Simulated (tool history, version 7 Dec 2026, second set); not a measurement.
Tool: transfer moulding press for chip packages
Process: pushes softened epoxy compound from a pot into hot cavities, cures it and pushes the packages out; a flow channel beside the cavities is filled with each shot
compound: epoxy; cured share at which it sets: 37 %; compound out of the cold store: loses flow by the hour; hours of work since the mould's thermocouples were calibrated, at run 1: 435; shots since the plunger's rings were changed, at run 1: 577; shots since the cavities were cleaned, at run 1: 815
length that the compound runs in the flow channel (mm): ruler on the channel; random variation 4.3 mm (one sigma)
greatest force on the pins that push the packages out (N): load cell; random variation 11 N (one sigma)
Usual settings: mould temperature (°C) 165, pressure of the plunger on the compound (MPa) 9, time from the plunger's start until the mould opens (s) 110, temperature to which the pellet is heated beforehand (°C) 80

run	hour	mould temperature (°C)	pressure of the plunger on the compound (MPa)	time from the plunger's start until the mould opens (s)	temperature to which the pellet is heated beforehand (°C)	hours of work since the mould's thermocouples were calibrated	shots since the plunger's rings were changed	shots since the cavities were cleaned	incoming compound's hours out of the cold store	length that the compound runs in the flow channel (mm)	greatest force on the pins that push the packages out (N)
1	0	165	9	110	80	435	577	815	34.3	650	480
# hour 24.4: cavities cleaned with cleaning compound and waxed
2	42.3	165	9	110	80	453	881	134	43.8	614	484
3	83.9	165	9	110	71	471	1189	442	43.2	612	477
4	107.7	165	9	110	80	481	1367	620	11.9	724	503
5	143.6	165	9	110	80	497	1634	887	40.9	628	504
# hour 155.1: cavities cleaned with cleaning compound and waxed
6	186.3	165	9	110	80	514	1940	232	47.4	605	487
7	207.8	165	9	110	80	524	2100	392	13.9	720	511
8	236.8	165	9	110	80	536	2316	608	30.6	662	493
9	259.5	165	9	110	85	546	2484	776	24.8	685	511
# hour 286.4: cavities cleaned with cleaning compound and waxed
10	296.7	170	9	110	80	561	2750	77	34.7	638	433
11	324.5	163	9.08	110	80	573	2957	284	21.4	702	532
12	359.4	168	9.23	110	80	588	3215	542	44	619	462
13	385.2	168	9.23	110	80	600	3408	735	9.2	735	469

Forecast each of these 5 alternatives for the next run:
# hour 407: plunger's sealing rings changed
A	410.4	162	9.23	110	77	609	25	903	14.6	?	?
# hour 407: plunger's sealing rings changed
B	410.4	165	9	107	85	609	25	903	33.6	?	?
# hour 407: plunger's sealing rings changed
C	410.4	170	7.61	110	80	609	25	903	10.1	?	?
# hour 407: plunger's sealing rings changed
D	410.4	165	9	110	80	609	25	903	36.7	?	?
# hour 407: plunger's sealing rings changed
E	410.4	162	9	92	75	609	25	903	44.6	?	?

run	length that the compound runs in the flow channel (mm)	greatest force on the pins that push the packages out (N)
A	736	570
B	647	494
C	673	446
D	631	500
E	624	765
Without the tool's hidden state the same runs would have given:
run	length that the compound runs in the flow channel (mm)	greatest force on the pins that push the packages out (N)
A	736	562
B	647	487
C	673	440
D	631	493
E	624	754
